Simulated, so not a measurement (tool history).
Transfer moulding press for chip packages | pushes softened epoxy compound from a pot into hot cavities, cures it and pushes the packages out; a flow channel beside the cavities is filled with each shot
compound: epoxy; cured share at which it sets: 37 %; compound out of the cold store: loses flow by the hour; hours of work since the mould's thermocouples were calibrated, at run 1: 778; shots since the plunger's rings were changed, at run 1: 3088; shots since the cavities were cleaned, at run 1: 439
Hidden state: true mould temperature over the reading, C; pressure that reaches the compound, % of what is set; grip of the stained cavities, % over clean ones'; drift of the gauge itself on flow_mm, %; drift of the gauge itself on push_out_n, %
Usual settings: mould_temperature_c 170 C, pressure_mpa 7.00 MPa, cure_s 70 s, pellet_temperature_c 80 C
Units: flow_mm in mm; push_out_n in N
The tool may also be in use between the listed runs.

run,day,mould_temperature_c,pressure_mpa,cure_s,pellet_temperature_c,hours of work since the mould's thermocouples were calibrated,shots since the plunger's rings were changed,shots since the cavities were cleaned,incoming compound's hours out of the cold store,flow_mm,push_out_n
1,0.000,170,7.00,70,80,778,3088,439,30.0,670,780
# day 0.375: cavities cleaned with cleaning compound and waxed
# day 0.754: mould's thermocouples calibrated
2,0.867,170,6.26,70,80,2,3382,166,33.8,625,782
3,1.812,170,6.26,70,80,19,3768,552,29.7,632,763
# day 1.925: cavities cleaned with cleaning compound and waxed
# day 2.629: plunger's sealing rings changed
4,2.796,170,6.26,70,80,34,68,313,39.6,611,739
5,3.300,170,6.26,70,80,43,274,519,10.6,666,820
# day 3.533: cavities cleaned with cleaning compound and waxed
6,4.100,170,6.26,70,81,56,575,231,8.9,673,837
7,4.808,170,7.00,70,80,69,864,520,31.2,664,761
# day 5.042: cavities cleaned with cleaning compound and waxed
8,5.921,165,5.47,76,78,88,1293,359,46.0,584,938
# day 6.542: cavities cleaned with cleaning compound and waxed
9,7.025,165,5.47,76,78,107,1719,198,24.8,614,971
10,7.629,167,8.24,103,89,117,1964,443,30.3,734,482
# day 8.029: cavities cleaned with cleaning compound and waxed
11,8.188,167,8.24,103,89,126,2168,64,26.3,744,492
12,8.942,170,5.72,70,80,140,2476,372,30.1,607,777
# day 9.533: cavities cleaned with cleaning compound and waxed
13,9.942,170,5.92,70,73,157,2858,166,19.2,637,832

Forecast each of these 4 alternatives for the next run:
A,10.875,171,7.00,54,80,174,3240,548,20.7,?,?
B,10.875,170,5.92,71,73,174,3240,548,11.2,?,?
C,10.875,178,7.00,69,80,174,3240,548,33.3,?,?
D,10.875,170,5.73,63,84,174,3240,548,30.1,?,?

run,flow_mm,push_out_n
A,677,1471
B,648,817
C,634,496
D,603,1003
Without the tool's hidden state the same runs would have given:
run,flow_mm,push_out_n
A,678,1445
B,649,803
C,635,487
D,604,986
